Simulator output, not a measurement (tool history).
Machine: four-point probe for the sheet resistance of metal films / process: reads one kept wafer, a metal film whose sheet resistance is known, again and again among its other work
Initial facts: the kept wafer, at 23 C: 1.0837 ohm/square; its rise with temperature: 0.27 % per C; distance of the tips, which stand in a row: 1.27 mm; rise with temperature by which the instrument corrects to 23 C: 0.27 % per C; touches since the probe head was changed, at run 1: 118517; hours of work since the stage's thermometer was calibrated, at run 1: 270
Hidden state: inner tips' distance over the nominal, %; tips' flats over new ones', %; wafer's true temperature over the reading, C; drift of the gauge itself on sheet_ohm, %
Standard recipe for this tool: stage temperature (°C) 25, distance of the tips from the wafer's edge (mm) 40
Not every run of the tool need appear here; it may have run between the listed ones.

run	day	stage temperature (°C)	distance of the tips from the wafer's edge (mm)	touches since the probe head was changed	hours of work since the stage's thermometer was calibrated	sheet resistance as the instrument gives it (ohm/square)
1	0	25	40	118517	270	1.075372
2	2.308	29	40	122190	313	1.075163
3	5.838	25	40	127801	379	1.074559
4	11.062	25	6	136109	476	1.098813
5	15.683	25	6	143453	562	1.09842
6	20.012	23	40	150339	642	1.073196
7	24.229	23	40	157042	721	1.072002
8	28.483	25	40	163807	800	1.072357
9	30.946	25	40	167726	845	1.071671
10	34.896	25	40	174005	919	1.071474
11	38.1	25	40	179097	978	1.071196
12	40.888	25	40	183535	1030	1.070754
13	44.5	25	40	189273	1097	1.07001
14	48.212	25	40	195177	1166	1.069669
15	52.688	28	40	202293	1250	1.069741
# day 53.038: stage's thermometer calibrated
16	54.967	28	40	205889	36	1.068691
17	58.696	28	40	211814	105	1.068503
18	63.138	28	40	218881	188	1.067727
# day 65.229: stage's thermometer calibrated, once more
19	65.433	28	40	222495	4	1.069223
20	68.446	28	5	227284	60	1.104103
21	71.992	25	40	232924	126	1.068232
22	75.071	25	40	237818	183	1.06799
23	77.946	25	40	242389	236	1.067966
# day 82.05: new probe head fitted
24	82.658	25	7	970	323	1.0961
25	85.992	25	43	6265	385	1.077588
26	89.429	27	4	11736	449	1.132189
27	93.45	20	10	18128	524	1.08554
28	95.829	20	8	21912	568	1.090196
29	98.192	20	8	25664	612	1.089718
30	102.117	20	8	31904	685	1.088873
31	106.304	20	4	38564	763	1.129886
32	110.329	31	4	44963	837	1.129452
33	115.492	31	23	53173	933	1.075706
34	117.967	23	4	57107	979	1.128089
35	120.329	22	16	60869	1023	1.076549
36	122.667	31	40	64585	1067	1.073933
37	127.775	26	7	72703	1162	1.091395
38	130.471	32	3	76991	1212	1.166096
# day 133.333: stage's thermometer calibrated
39	134.475	33	25	83324	21	1.074805
40	138.388	33	72	89546	94	1.072776
41	141.471	33	72	94452	151	1.072337
42	146.221	30	72	102005	240	1.072237
43	148.712	26	18	105964	286	1.074384
44	153.629	19	3	113781	377	1.164227
45	156.112	19	3	117735	423	1.163822

3 options for the next run, each taken on its own from the tool as it stands now. Forecast them:
A	161.012	19	54	125525	514	?
B	161.012	30	25	125525	514	?
C	161.012	27	3	125525	514	?

run	sheet resistance as the instrument gives it (ohm/square)
A	1.069653
B	1.072004
C	1.163587
Without the tool's hidden state the same runs would have given:
run	sheet resistance as the instrument gives it (ohm/square)
A	1.083602
B	1.085967
C	1.178641
